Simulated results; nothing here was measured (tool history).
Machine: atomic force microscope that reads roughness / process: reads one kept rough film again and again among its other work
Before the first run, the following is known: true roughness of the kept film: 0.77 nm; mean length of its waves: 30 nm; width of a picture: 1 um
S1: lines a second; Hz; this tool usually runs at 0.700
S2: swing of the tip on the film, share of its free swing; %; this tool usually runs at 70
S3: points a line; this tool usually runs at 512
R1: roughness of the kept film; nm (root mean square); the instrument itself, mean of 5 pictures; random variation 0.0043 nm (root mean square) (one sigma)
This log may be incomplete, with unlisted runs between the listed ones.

run   hour     S1  S2   S3     R1
  1    0.0  0.700  70  512  0.726
  2    6.5  0.700  70  512  0.727
  3   14.5  0.700  70  512  0.726
  4   21.7  0.700  70  512  0.719
  5   26.5  0.700  70  301  0.719
  6   30.9  0.700  63  301  0.713
  7   39.1  0.700  63  301  0.719
  8   47.3  0.700  63  301  0.717
  9   54.7  0.700  70  314  0.710
 10   62.4  0.700  70  317  0.705
 11   69.1  0.700  80  317  0.700
 12   75.3  0.700  80  317  0.690
 13   85.1  0.700  80  317  0.690
 14   90.8  0.591  75  321  0.698
      92.4  -- height scale calibrated on a step standard
 15  102.3  0.700  61  280  0.707
 16  107.8  3.159  74  301  0.626
 17  117.6  1.535  73  287  0.678
 18  122.4  0.700  89  657  0.680
 19  133.0  0.700  89  657  0.675
 20  141.2  3.488  70  824  0.634
 21  148.9  1.197  70  370  0.688
     153.1  -- height scale calibrated on a step standard, once more
 22  154.3  0.959  87  853  0.669
 23  163.4  0.707  70  377  0.705
 24  172.5  0.559  64  540  0.712
 25  177.1  0.559  87  918  0.686

Below are 4 alternative next runs, each starting from the tool's condition after run 25. Predict each:
     183.2  -- new tip fitted
  A  183.9  0.559  87  264   ?
     183.2  -- new tip fitted
  B  183.9  0.539  64  342   ?
     183.2  -- new tip fitted
  C  183.9  2.087  72  512   ?
     183.2  -- new tip fitted
  D  183.9  1.931  70  293   ?

run     R1
  A  0.698
  B  0.732
  C  0.690
  D  0.691
Stripped of hidden state, with their random variation kept, the same runs would have yielded:
run     R1
  A  0.700
  B  0.734
  C  0.691
  D  0.693

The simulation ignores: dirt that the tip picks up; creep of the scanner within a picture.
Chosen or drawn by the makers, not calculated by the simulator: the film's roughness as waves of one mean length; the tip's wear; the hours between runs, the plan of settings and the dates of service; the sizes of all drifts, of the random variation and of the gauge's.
